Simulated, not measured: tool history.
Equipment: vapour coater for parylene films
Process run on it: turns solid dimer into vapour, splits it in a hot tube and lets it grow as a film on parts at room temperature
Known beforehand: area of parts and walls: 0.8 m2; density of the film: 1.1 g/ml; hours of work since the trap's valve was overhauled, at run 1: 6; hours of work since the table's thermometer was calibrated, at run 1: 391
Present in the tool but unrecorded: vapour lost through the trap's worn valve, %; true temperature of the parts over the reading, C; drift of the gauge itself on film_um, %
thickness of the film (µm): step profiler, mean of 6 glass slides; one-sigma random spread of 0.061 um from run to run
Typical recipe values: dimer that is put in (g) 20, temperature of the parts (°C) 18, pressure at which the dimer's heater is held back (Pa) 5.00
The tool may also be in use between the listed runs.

run,hour,dimer that is put in (g),temperature of the parts (°C),pressure at which the dimer's heater is held back (Pa),hours of work since the trap's valve was overhauled,hours of work since the table's thermometer was calibrated,thickness of the film (µm)
1,0.0,20,18,5.00,6,391,12.09
2,14.8,20,18,5.00,19,404,12.12
3,40.7,20,18,6.44,40,425,11.35
4,70.2,20,18,6.44,65,450,11.32
5,101.5,20,18,6.44,91,476,11.11
6,124.1,20,18,2.76,109,494,13.46
7,154.3,20,18,2.76,134,519,13.34
8,177.0,20,18,2.76,153,538,13.35
9,208.4,20,18,2.76,179,564,13.37
10,236.3,20,18,5.00,202,587,11.64
11,267.1,20,18,5.00,228,613,11.53
12,295.2,20,18,5.00,251,636,11.46
13,318.9,20,18,5.00,271,656,11.42
14,332.7,20,18,5.00,282,667,11.28
15,363.5,20,30,3.81,308,693,9.09
16,389.6,23,24,5.00,329,714,11.17
17,407.3,23,16,2.10,344,729,16.08
18,422.9,23,16,2.10,357,742,16.06
19,444.1,23,16,2.10,375,760,15.96
# hour 456.5: trap's valve overhauled
20,469.7,23,16,2.10,11,778,17.72
# hour 472.1: table's thermometer calibrated
21,497.0,23,16,2.10,33,21,17.73
22,517.0,23,25,4.15,49,37,12.41
# hour 533.5: table's thermometer calibrated, once more
23,541.3,30,11,5.00,69,6,20.84
24,569.7,13,25,3.26,92,30,7.26
25,601.8,13,15,3.26,119,57,9.07
26,630.5,13,15,3.26,143,80,8.94
27,655.7,20,10,5.00,164,101,13.94
28,676.2,11,18,2.71,181,118,7.32

What would each run have given without the hidden state, its run-to-run variation left as it was?
run,thickness of the film (µm)
1,12.12
2,12.18
3,11.47
4,11.52
5,11.38
6,13.86
7,13.84
8,13.91
9,14.03
10,12.29
11,12.26
12,12.28
13,12.30
14,12.18
15,9.88
16,12.21
17,17.66
18,17.72
19,17.70
20,17.66
21,17.71
22,12.45
23,21.25
24,7.45
25,9.36
26,9.28
27,14.56
28,7.69
